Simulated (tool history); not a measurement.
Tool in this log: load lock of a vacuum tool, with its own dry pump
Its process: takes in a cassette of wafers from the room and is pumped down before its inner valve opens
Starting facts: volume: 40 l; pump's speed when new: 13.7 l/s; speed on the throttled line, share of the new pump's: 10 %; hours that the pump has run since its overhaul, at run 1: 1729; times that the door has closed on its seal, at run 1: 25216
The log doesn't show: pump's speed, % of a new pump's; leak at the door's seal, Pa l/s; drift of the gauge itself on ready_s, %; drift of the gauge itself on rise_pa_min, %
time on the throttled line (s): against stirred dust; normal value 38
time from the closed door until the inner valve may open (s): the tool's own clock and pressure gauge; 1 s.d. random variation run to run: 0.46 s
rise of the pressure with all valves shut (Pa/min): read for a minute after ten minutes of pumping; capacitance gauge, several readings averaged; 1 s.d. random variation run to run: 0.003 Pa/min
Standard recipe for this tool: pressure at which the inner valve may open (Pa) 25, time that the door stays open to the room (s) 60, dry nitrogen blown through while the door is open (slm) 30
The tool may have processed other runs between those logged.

run,day,time on the throttled line (s),pressure at which the inner valve may open (Pa),time that the door stays open to the room (s),dry nitrogen blown through while the door is open (slm),hours that the pump has run since its overhaul,times that the door has closed on its seal,"incoming humidity of the room's air, %",time from the closed door until the inner valve may open (s),rise of the pressure with all valves shut (Pa/min)
1,0,38,25,60,30,1729,25216,43.2,59.5,0.081
2,7.604,38,25,60,30,1912,25774,45,60.3,0.085
3,12,38,25,60,30,2017,26097,47.5,59.2,0.092
4,22.275,38,25,60,30,2264,26852,42.2,60,0.089
5,31.312,38,25,196,30,2481,27515,42.9,60,0.11
6,37.504,38,25,196,30,2629,27970,47.2,60.6,0.108
7,44.958,38,25,196,30,2808,28517,42.2,60.5,0.098
8,53.329,38,25,196,30,3009,29132,39.6,59.3,0.107
9,63.179,38,20,60,30,3246,29855,41.4,62.9,0.103
10,73.4,66,25,60,30,3491,30605,46.2,85.9,0.108
11,79.5,38,25,117,30,3637,31053,42.6,60.6,0.113
12,84.046,38,25,117,26,3746,31387,45.8,60.8,0.117
13,94.596,38,25,60,30,4000,32162,44.4,60.9,0.111
14,100.733,38,25,60,30,4147,32612,43.8,61.6,0.109
15,107.246,38,25,191,30,4303,33090,46.1,60.9,0.122
16,111.542,38,33,60,30,4406,33406,43.4,60.9,0.112
17,116.212,38,33,60,30,4518,33749,44.7,60.4,0.121
18,121.767,38,25,60,30,4652,34157,43.8,61.5,0.116
19,126.862,38,25,60,30,4774,34531,44.3,61.6,0.117
20,132.846,52,25,60,43,4918,34970,43.7,73.7,0.117
21,137.358,57,24,209,28,5026,35301,45.7,78.7,0.142
22,144.375,56,38,209,7,5194,35817,44.8,75.7,0.161
23,150.921,43,38,30,34,5351,36297,42.1,64.9,0.12
24,157.471,43,38,30,34,5509,36778,46.4,66,0.124
25,166.821,43,38,30,34,5733,37465,44.6,65.1,0.128
26,175.438,43,38,30,34,5940,38098,47.3,64.9,0.133
27,183.754,43,20,60,42,6139,38708,46.8,68,0.131
28,190.833,43,20,60,42,6309,39228,46.7,69.3,0.133
29,199.212,27,20,80,42,6510,39843,49,54.9,0.144
30,208.562,27,20,80,42,6735,40530,40.9,54.1,0.139
31,217.858,26,22,60,30,6958,41212,46.6,53.8,0.147
32,223.283,26,22,60,30,7088,41611,48,53.8,0.158
33,227.879,26,34,143,7,7198,41948,46.1,52.5,0.186
34,237.55,26,34,143,7,7431,42658,41.4,52.3,0.19
35,243.288,26,34,143,7,7568,43079,40.8,52.8,0.18
36,250.038,26,34,143,7,7730,43575,46.3,53.4,0.191
37,254.504,55,21,60,30,7837,43903,42.4,79.2,0.161
38,264.262,23,27,60,30,8072,44619,46.8,51.3,0.171

3 options for the next run, each taken on its own from the tool as it stands now. Forecast them:
A,269.388,23,21,119,45,8195,44996,44.3,?,?
B,269.388,51,19,57,30,8195,44996,41.7,?,?
C,269.388,20,25,63,30,8195,44996,41.8,?,?

run,time from the closed door until the inner valve may open (s),rise of the pressure with all valves shut (Pa/min)
A,53.1,0.162
B,75.9,0.163
C,49.3,0.168
The same runs, with their run-to-run variation unchanged, on a tool lacking any hidden condition would have given:
run,time from the closed door until the inner valve may open (s),rise of the pressure with all valves shut (Pa/min)
A,46.1,0.023
B,69.8,0.024
C,42.4,0.03
